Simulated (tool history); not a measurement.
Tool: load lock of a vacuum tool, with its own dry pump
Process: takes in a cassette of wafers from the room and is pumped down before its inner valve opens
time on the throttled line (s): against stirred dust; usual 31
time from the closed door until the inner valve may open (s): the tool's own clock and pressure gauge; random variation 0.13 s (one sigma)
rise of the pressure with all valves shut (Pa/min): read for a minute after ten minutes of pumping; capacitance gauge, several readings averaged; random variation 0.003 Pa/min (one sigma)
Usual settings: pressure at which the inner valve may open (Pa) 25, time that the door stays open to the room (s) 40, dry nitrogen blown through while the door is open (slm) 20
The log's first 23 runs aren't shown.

run,day,time on the throttled line (s),pressure at which the inner valve may open (Pa),time that the door stays open to the room (s),dry nitrogen blown through while the door is open (slm),"incoming humidity of the room's air, %",time from the closed door until the inner valve may open (s),rise of the pressure with all valves shut (Pa/min)
24,103.217,18,25,75,20,48.8,42.3,0.271
25,107.592,18,25,75,20,45.0,42.4,0.265
26,110.604,18,25,75,20,45.8,42.5,0.280
27,117.167,18,25,75,20,49.8,42.4,0.283
28,120.421,55,25,75,11,43.9,72.3,0.289
29,124.375,55,25,75,11,39.2,72.2,0.302
30,130.188,55,25,75,11,45.2,72.2,0.305
31,135.796,58,25,75,11,44.5,74.5,0.315
32,140.988,31,25,40,11,48.8,52.8,0.314
33,147.388,44,25,40,4,43.9,63.5,0.331
34,152.983,26,25,146,18,40.0,49.2,0.327
35,155.879,26,22,146,18,48.0,49.4,0.334
36,160.233,26,22,146,18,45.8,49.4,0.337

Forecast each of these 3 alternatives for the next run:
A,163.908,31,29,80,18,44.8,?,?
B,163.908,19,33,146,16,43.7,?,?
C,163.908,26,21,110,8,41.2,?,?

run,time from the closed door until the inner valve may open (s),rise of the pressure with all valves shut (Pa/min)
A,52.5,0.328
B,42.3,0.339
C,49.5,0.342
Without the tool's hidden state the same runs would have given:
run,time from the closed door until the inner valve may open (s),rise of the pressure with all valves shut (Pa/min)
A,51.7,0.030
B,41.5,0.042
C,48.6,0.045
